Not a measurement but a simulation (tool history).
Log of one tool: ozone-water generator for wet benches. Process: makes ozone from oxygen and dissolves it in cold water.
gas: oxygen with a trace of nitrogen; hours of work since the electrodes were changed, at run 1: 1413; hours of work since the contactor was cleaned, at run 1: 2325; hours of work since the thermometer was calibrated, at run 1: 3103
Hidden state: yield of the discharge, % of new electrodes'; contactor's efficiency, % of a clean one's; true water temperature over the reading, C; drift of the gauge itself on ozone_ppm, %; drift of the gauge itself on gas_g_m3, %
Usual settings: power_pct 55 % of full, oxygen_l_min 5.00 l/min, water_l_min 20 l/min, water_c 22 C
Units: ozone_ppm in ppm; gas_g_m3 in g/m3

run	hour	power_pct	oxygen_l_min	water_l_min	water_c	hours of work since the electrodes were changed	hours of work since the contactor was cleaned	hours of work since the thermometer was calibrated	ozone_ppm	gas_g_m3
1	0.0	55	5.00	20	22	1413	2325	3103	16.5	167.8
2	26.7	55	5.00	20	22	1437	2350	3128	16.5	167.4
3	44.0	55	5.00	20	22	1453	2366	3144	16.5	168.3
4	73.9	55	5.00	20	17	1481	2393	3171	17.5	168.9
5	113.2	55	5.00	20	17	1517	2430	3207	17.8	167.9
6	147.8	55	5.00	20	22	1549	2461	3239	16.4	166.4
7	180.0	55	5.00	20	22	1578	2491	3269	16.4	168.6
8	201.5	55	5.00	20	22	1598	2511	3288	16.4	167.3
9	220.2	55	5.00	20	22	1615	2528	3306	16.3	167.9
10	251.2	55	5.00	20	22	1644	2556	3334	16.4	167.0
11	282.1	55	5.00	20	22	1672	2585	3362	16.0	166.5
12	317.7	55	3.10	20	22	1705	2618	3395	15.2	207.9
13	347.9	55	3.10	12	22	1733	2645	3423	24.0	205.2
14	374.8	55	3.10	12	22	1758	2670	3448	23.9	205.2
15	399.6	55	3.10	12	22	1780	2693	3471	24.0	206.0
16	421.8	55	5.00	20	22	1801	2713	3491	16.4	166.5
17	444.4	68	5.00	20	22	1822	2734	3512	18.9	191.0
18	465.9	61	2.64	13	19	1841	2754	3532	24.8	236.7
19	491.2	61	2.64	13	19	1865	2777	3555	24.7	236.9
20	516.2	61	2.64	13	19	1888	2800	3578	24.5	235.6
21	546.8	61	2.64	13	19	1916	2828	3606	24.4	237.5
22	578.2	61	2.64	13	19	1945	2857	3635	24.6	237.0
23	602.0	61	3.47	13	19	1967	2879	3657	25.4	209.9
24	620.3	61	3.47	13	19	1983	2896	3674	25.1	212.9
25	655.0	72	3.70	12	20	2015	2928	3706	29.8	226.4
26	683.7	72	3.09	15	20	2042	2954	3732	24.1	245.8
27	723.1	72	3.09	15	20	2078	2991	3768	24.1	246.6
28	746.4	40	5.00	20	25	2099	3012	3790	12.6	133.7
29	777.5	55	5.00	19	17	2128	3041	3818	17.9	165.6
30	808.6	55	5.00	19	17	2157	3069	3847	18.2	164.7
31	826.8	55	5.21	20	22	2173	3086	3864	15.9	161.6
32	846.1	76	5.19	19	16	2191	3104	3881	23.1	200.9

3 ways to go on from here, each from the tool as it stands after run 32. What would each give?
A	878.0	55	5.00	28	22	2220	3133	3911	?	?
B	878.0	55	5.19	19	29	2220	3133	3911	?	?
C	878.0	55	4.66	20	22	2220	3133	3911	?	?

run	ozone_ppm	gas_g_m3
A	11.7	164.7
B	14.9	160.8
C	15.7	169.7
Without the tool's hidden state the same runs would have given:
run	ozone_ppm	gas_g_m3
A	12.6	172.7
B	16.0	168.5
C	17.0	177.9

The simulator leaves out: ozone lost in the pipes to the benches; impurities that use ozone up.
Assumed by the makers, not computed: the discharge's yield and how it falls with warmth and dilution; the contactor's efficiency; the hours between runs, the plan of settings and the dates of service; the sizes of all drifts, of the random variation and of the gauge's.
